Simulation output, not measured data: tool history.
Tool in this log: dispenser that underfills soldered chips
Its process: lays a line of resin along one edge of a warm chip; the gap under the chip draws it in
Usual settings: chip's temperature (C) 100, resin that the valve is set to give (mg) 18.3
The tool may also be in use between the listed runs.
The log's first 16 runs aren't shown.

run,hour,chip's temperature (C),resin that the valve is set to give (mg),hours of work since the syringe was changed,hours of work since the valve was cleaned,hours of work since the stage was calibrated,time until the resin shows at the far edge (s),resin that the valve gave (mg)
# hour 114.9: new syringe of resin
17,122.9,100,18.3,6,8,346,59.8,18.09
18,128.7,100,18.3,11,12,350,79.4,18.16
# hour 129.7: new syringe of resin
19,138.7,100,18.3,7,20,358,65.9,17.96
# hour 144.4: new syringe of resin
20,149.0,96,18.8,4,28,366,60.2,18.41
21,156.0,96,18.8,9,33,371,83.8,18.24
# hour 159.0: new syringe of resin
22,166.8,86,21.7,6,41,379,104.6,20.87
# hour 173.6: new syringe of resin
# hour 176.2: dispensing valve cleaned and set on the balance
23,177.6,111,20.4,2,1,387,31.5,20.25
# hour 182.8: stage's temperature calibrated
24,184.8,99,15.8,7,6,2,70.5,15.70
25,189.4,92,23.5,11,10,5,106.2,23.18
# hour 190.7: new syringe of resin
26,200.9,94,22.3,8,18,14,83.2,21.82
# hour 205.6: new syringe of resin
27,208.1,99,15.8,2,24,19,49.0,15.41
28,215.7,99,15.8,8,29,25,71.3,15.28
# hour 220.3: new syringe of resin
29,222.4,99,17.8,2,34,30,47.5,17.17
30,233.3,104,16.2,10,43,38,67.3,15.52
# hour 235.3: new syringe of resin
31,238.4,104,16.2,2,47,42,41.5,15.50
# hour 240.6: dispensing valve cleaned and set on the balance
32,250.0,104,16.2,11,7,50,70.0,16.01
# hour 251.1: new syringe of resin
33,254.8,104,16.2,3,11,54,42.8,15.93
34,263.3,100,21.0,9,17,60,74.4,20.63
# hour 265.5: new syringe of resin
35,268.8,97,22.0,3,21,64,52.0,21.59

Here are 3 independent what-if runs from the current tool condition. What would each one return?
A,274.1,97,21.9,7,25,69,?,?
B,274.1,86,22.0,7,25,69,?,?
C,274.1,85,18.0,7,25,69,?,?

run,time until the resin shows at the far edge (s),resin that the valve gave (mg)
A,66.8,21.35
B,104.7,21.50
C,111.1,17.67
Without the tool's unlogged condition, the same runs would have read:
run,time until the resin shows at the far edge (s),resin that the valve gave (mg)
A,44.1,21.83
B,69.2,21.98
C,73.2,18.07

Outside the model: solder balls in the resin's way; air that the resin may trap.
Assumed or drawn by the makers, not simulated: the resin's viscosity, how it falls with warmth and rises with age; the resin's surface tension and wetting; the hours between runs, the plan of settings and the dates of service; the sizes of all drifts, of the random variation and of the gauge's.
